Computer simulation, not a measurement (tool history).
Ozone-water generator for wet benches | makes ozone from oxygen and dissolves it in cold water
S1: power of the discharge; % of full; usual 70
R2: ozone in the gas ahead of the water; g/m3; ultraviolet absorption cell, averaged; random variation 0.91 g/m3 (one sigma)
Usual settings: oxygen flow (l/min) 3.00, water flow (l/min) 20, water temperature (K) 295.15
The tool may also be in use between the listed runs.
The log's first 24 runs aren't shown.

run 25 hour=1345.4 | S1=66 oxygen_flow_(l/min)=3.00 water_flow_(l/min)=20 water_temperature_(K)=293.15 | dissolved_ozone_(ppm)=8.7 R2=142.6
run 26 hour=1414.6 | S1=60 oxygen_flow_(l/min)=4.58 water_flow_(l/min)=23 water_temperature_(K)=290.15 | dissolved_ozone_(ppm)=7.6 R2=102.1
run 27 hour=1491.8 | S1=60 oxygen_flow_(l/min)=4.58 water_flow_(l/min)=23 water_temperature_(K)=290.15 | dissolved_ozone_(ppm)=7.8 R2=103.0
run 28 hour=1538.7 | S1=60 oxygen_flow_(l/min)=4.58 water_flow_(l/min)=23 water_temperature_(K)=290.15 | dissolved_ozone_(ppm)=7.7 R2=103.3
run 29 hour=1604.8 | S1=60 oxygen_flow_(l/min)=4.57 water_flow_(l/min)=23 water_temperature_(K)=290.15 | dissolved_ozone_(ppm)=7.5 R2=103.8
run 30 hour=1660.5 | S1=60 oxygen_flow_(l/min)=4.57 water_flow_(l/min)=18 water_temperature_(K)=291.15 | dissolved_ozone_(ppm)=9.0 R2=102.6
run 31 hour=1707.7 | S1=45 oxygen_flow_(l/min)=3.33 water_flow_(l/min)=18 water_temperature_(K)=291.15 | dissolved_ozone_(ppm)=7.2 R2=96.6
run 32 hour=1791.0 | S1=45 oxygen_flow_(l/min)=3.33 water_flow_(l/min)=18 water_temperature_(K)=291.15 | dissolved_ozone_(ppm)=7.1 R2=96.7

Forecast each of these 4 alternatives for the next run:
run A hour=1837.0 | S1=45 oxygen_flow_(l/min)=1.54 water_flow_(l/min)=18 water_temperature_(K)=290.15 | dissolved_ozone_(ppm)=? R2=?
run B hour=1837.0 | S1=50 oxygen_flow_(l/min)=3.08 water_flow_(l/min)=18 water_temperature_(K)=291.15 | dissolved_ozone_(ppm)=? R2=?
run C hour=1837.0 | S1=96 oxygen_flow_(l/min)=3.33 water_flow_(l/min)=13 water_temperature_(K)=291.15 | dissolved_ozone_(ppm)=? R2=?
run D hour=1837.0 | S1=45 oxygen_flow_(l/min)=3.33 water_flow_(l/min)=18 water_temperature_(K)=288.15 | dissolved_ozone_(ppm)=? R2=?

run=A dissolved_ozone_(ppm)=6.4 R2=152.2
run=B dissolved_ozone_(ppm)=7.4 R2=111.8
run=C dissolved_ozone_(ppm)=17.0 R2=182.9
run=D dissolved_ozone_(ppm)=7.3 R2=98.7
Without the tool's hidden state the same runs would have given:
run=A dissolved_ozone_(ppm)=6.4 R2=156.2
run=B dissolved_ozone_(ppm)=7.4 R2=114.7
run=C dissolved_ozone_(ppm)=17.0 R2=187.8
run=D dissolved_ozone_(ppm)=7.3 R2=101.3
